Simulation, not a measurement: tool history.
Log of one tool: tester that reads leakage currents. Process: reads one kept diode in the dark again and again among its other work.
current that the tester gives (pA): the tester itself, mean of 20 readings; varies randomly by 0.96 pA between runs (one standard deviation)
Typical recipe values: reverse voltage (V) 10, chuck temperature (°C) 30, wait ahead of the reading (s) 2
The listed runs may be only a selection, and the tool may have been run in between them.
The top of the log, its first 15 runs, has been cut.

run    hour  reverse voltage (V)  chuck temperature (°C)  wait ahead of the reading (s)  current that the tester gives (pA)
 16  2402.1                   10                      30                              2                              341.82
 17  2596.9                   10                      30                              2                              342.88
 18  2776.8                   10                      30                              2                              344.79
 19    2971                   10                      30                              2                              348.76
     3149.5  -- chuck's temperature calibrated
 20  3171.7                   10                      30                              2                              322.19
 21  3344.9                   10                      30                              2                              322.12
 22  3525.7                  6.7                      35                           4.51                              397.34
 23  3644.1                  6.7                      35                           1.52                              398.35
 24  3754.3                   10                      30                           8.95                              327.72
 25  3982.4                   10                      30                           2.61                              331.25
 26  4142.2                  2.7                      33                           0.96                              196.58
 27  4292.8                 17.5                      48                            0.3                             2130.47
 28  4538.4                 17.5                      48                            0.3                             2150.13

Run 29 is up next; what results do you expect?
 29  4678                   10                      33                           0.53                                   ?

current that the tester gives (pA): 445.43
Were there no unlogged condition in the tool, this run, its random variation unchanged, would have produced current that the tester gives (pA) 417.67.
